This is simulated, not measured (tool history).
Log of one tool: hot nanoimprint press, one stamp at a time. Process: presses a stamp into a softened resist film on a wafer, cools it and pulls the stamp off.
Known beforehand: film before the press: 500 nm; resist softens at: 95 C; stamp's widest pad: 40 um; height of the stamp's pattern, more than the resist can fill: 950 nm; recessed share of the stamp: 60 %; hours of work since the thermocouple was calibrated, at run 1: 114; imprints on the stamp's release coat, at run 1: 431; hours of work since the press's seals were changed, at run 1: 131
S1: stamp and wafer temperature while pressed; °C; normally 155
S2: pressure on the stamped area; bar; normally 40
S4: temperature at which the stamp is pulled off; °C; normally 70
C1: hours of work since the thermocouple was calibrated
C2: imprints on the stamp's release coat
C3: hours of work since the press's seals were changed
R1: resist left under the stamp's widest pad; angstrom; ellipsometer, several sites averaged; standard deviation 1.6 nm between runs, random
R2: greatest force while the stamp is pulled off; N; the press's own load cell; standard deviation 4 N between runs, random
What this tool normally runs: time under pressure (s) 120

{"run": 1, "hour": 0.0, "S1": 155, "S2": 40, "time under pressure (s)": 120, "S4": 70, "C1": 114, "C2": 431, "C3": 131, "R1": 2877, "R2": 220}
{"run": 2, "hour": 22.3, "S1": 155, "S2": 40, "time under pressure (s)": 120, "S4": 70, "C1": 123, "C2": 468, "C3": 141, "R1": 2860, "R2": 218}
{"run": 3, "hour": 39.3, "S1": 159, "S2": 40, "time under pressure (s)": 120, "S4": 70, "C1": 131, "C2": 496, "C3": 148, "R1": 2533, "R2": 219}
{"run": 4, "hour": 52.9, "S1": 155, "S2": 40, "time under pressure (s)": 120, "S4": 75, "C1": 137, "C2": 518, "C3": 154, "R1": 2885, "R2": 193}
{"run": 5, "hour": 68.4, "S1": 155, "S2": 40, "time under pressure (s)": 120, "S4": 75, "C1": 143, "C2": 543, "C3": 161, "R1": 2876, "R2": 199}
{"run": 6, "hour": 96.1, "S1": 155, "S2": 28.4, "time under pressure (s)": 120, "S4": 70, "C1": 155, "C2": 588, "C3": 173, "R1": 3306, "R2": 231}
{"run": 7, "hour": 114.4, "S1": 155, "S2": 28.4, "time under pressure (s)": 120, "S4": 70, "C1": 163, "C2": 618, "C3": 181, "R1": 3334, "R2": 232}
{"run": 8, "hour": 130.7, "S1": 155, "S2": 40, "time under pressure (s)": 135, "S4": 70, "C1": 170, "C2": 645, "C3": 188, "R1": 2763, "R2": 230}
{"run": 9, "hour": 152.4, "S1": 155, "S2": 40, "time under pressure (s)": 135, "S4": 70, "C1": 179, "C2": 680, "C3": 197, "R1": 2759, "R2": 229}
{"run": 10, "hour": 173.3, "S1": 155, "S2": 40, "time under pressure (s)": 135, "S4": 70, "C1": 188, "C2": 714, "C3": 206, "R1": 2759, "R2": 234}
{"run": 11, "hour": 189.5, "S1": 155, "S2": 40, "time under pressure (s)": 135, "S4": 70, "C1": 195, "C2": 741, "C3": 213, "R1": 2766, "R2": 239}
{"run": 12, "hour": 218.0, "S1": 155, "S2": 40, "time under pressure (s)": 135, "S4": 70, "C1": 208, "C2": 787, "C3": 225, "R1": 2749, "R2": 241}
{"run": 13, "hour": 233.2, "S1": 155, "S2": 40, "time under pressure (s)": 135, "S4": 70, "C1": 214, "C2": 812, "C3": 232, "R1": 2771, "R2": 233}
{"run": 14, "hour": 248.0, "S1": 149, "S2": 38.6, "time under pressure (s)": 71, "S4": 72, "C1": 220, "C2": 836, "C3": 238, "R1": 3849, "R2": 229}
{"run": 15, "hour": 269.7, "S1": 149, "S2": 60.2, "time under pressure (s)": 71, "S4": 68, "C1": 230, "C2": 872, "C3": 247, "R1": 3336, "R2": 251}
{"run": 16, "hour": 286.6, "S1": 149, "S2": 60.2, "time under pressure (s)": 71, "S4": 68, "C1": 237, "C2": 899, "C3": 255, "R1": 3320, "R2": 261}
{"run": 17, "hour": 310.0, "S1": 149, "S2": 60.2, "time under pressure (s)": 82, "S4": 68, "C1": 247, "C2": 937, "C3": 265, "R1": 3159, "R2": 259}
{"run": 18, "hour": 330.8, "S1": 147, "S2": 40, "time under pressure (s)": 110, "S4": 70, "C1": 256, "C2": 971, "C3": 274, "R1": 3656, "R2": 249}
{"run": 19, "hour": 347.5, "S1": 147, "S2": 40, "time under pressure (s)": 110, "S4": 70, "C1": 263, "C2": 999, "C3": 281, "R1": 3637, "R2": 239}
{"run": 20, "hour": 363.6, "S1": 147, "S2": 40, "time under pressure (s)": 110, "S4": 70, "C1": 270, "C2": 1025, "C3": 288, "R1": 3662, "R2": 244}
{"run": 21, "hour": 386.4, "S1": 159, "S2": 33.9, "time under pressure (s)": 110, "S4": 70, "C1": 280, "C2": 1062, "C3": 298, "R1": 2817, "R2": 242}
{"run": 22, "hour": 413.0, "S1": 166, "S2": 56.6, "time under pressure (s)": 136, "S4": 67, "C1": 291, "C2": 1106, "C3": 309, "R1": 1602, "R2": 269}
{"run": 23, "hour": 431.3, "S1": 153, "S2": 40, "time under pressure (s)": 120, "S4": 70, "C1": 299, "C2": 1135, "C3": 317, "R1": 2992, "R2": 250}

The next listed run, before its measurement:
{"run": 24, "hour": 448.0, "S1": 153, "S2": 40, "time under pressure (s)": 120, "S4": 70, "C1": 306, "C2": 1163, "C3": 324, "R1": "?", "R2": "?"}

{"run 24": {"R1": 3020, "R2": 259}}
The same run, on a tool lacking any hidden state, would have yielded R1 3090 angstrom, R2 199 N.
